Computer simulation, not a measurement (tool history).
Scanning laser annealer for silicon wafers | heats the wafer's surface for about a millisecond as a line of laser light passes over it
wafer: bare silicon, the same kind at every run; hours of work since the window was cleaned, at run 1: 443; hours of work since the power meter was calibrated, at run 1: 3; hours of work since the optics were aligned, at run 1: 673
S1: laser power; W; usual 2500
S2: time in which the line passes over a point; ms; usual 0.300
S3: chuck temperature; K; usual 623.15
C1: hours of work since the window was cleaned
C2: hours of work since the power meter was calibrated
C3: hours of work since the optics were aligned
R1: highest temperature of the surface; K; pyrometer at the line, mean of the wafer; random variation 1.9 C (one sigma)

run	hour	S1	S2	S3	C1	C2	C3	R1
1	0.0	2500	0.300	623.15	443	3	673	1426.15
2	10.0	2500	0.300	623.15	448	8	678	1430.15
3	23.4	2500	0.300	623.15	455	15	684	1432.15
4	30.2	2500	0.300	623.15	458	18	687	1431.15
5	39.6	2500	0.300	623.15	463	23	692	1431.15
6	53.1	2624	0.300	623.15	469	29	699	1477.15
7	64.1	2585	0.300	623.15	475	35	704	1456.15
8	73.3	2585	0.331	623.15	479	39	708	1507.15
9	86.8	2585	0.331	623.15	486	46	715	1504.15
10	96.9	2585	0.331	623.15	491	51	720	1505.15
11	107.9	2500	0.300	623.15	496	56	725	1429.15
12	122.0	2742	0.300	623.15	503	63	732	1516.15
13	134.9	2500	0.300	586.15	509	69	739	1392.15
14	145.8	2500	0.300	623.15	515	75	744	1430.15
15	153.4	2500	0.261	623.15	518	78	748	1371.15
16	166.0	2500	0.261	623.15	524	85	754	1370.15
17	173.7	2500	0.261	623.15	528	88	758	1373.15
18	186.3	2500	0.300	626.15	534	94	764	1433.15
19	200.6	2500	0.300	623.15	541	101	771	1432.15
20	207.0	2500	0.300	623.15	544	105	774	1429.15
21	218.2	2582	0.300	645.15	550	110	779	1480.15
22	224.2	2214	0.219	645.15	553	113	782	1241.15
23	233.7	2214	0.219	645.15	557	118	787	1239.15
24	247.8	2536	0.300	623.15	564	125	794	1440.15
25	255.8	2536	0.300	623.15	568	128	798	1442.15
26	264.6	2237	0.300	623.15	573	133	802	1337.15
27	274.2	2334	0.285	645.15	577	137	807	1371.15
28	287.2	2500	0.300	651.15	584	144	813	1459.15
29	298.3	2723	0.219	651.15	589	149	819	1397.15
30	312.1	2286	0.294	616.15	596	156	825	1338.15
31	325.6	2748	0.279	616.15	602	163	832	1473.15
32	334.2	2555	0.279	601.15	607	167	836	1397.15
33	341.0	2555	0.279	601.15	610	170	839	1394.15
34	351.0	2500	0.252	623.15	615	175	844	1356.15
35	360.3	2498	0.300	633.15	619	180	849	1441.15
# hour 365.8: window over the wafer cleaned
36	370.0	2259	0.362	623.15	2	183	853	1426.15
37	379.1	2357	0.300	631.15	7	188	857	1388.15
38	386.8	2500	0.288	623.15	10	192	861	1409.15
39	394.4	2552	0.300	621.15	14	195	865	1448.15
40	403.9	2442	0.314	586.15	19	200	869	1394.15

How the hidden state differs across the entries between the runs, from the last listed run before each to the first after it:
Between runs 35 and 36: window over the wafer cleaned (hour 365.8)
  light that passes the window, % of a clean one's: 99.96 -> 100
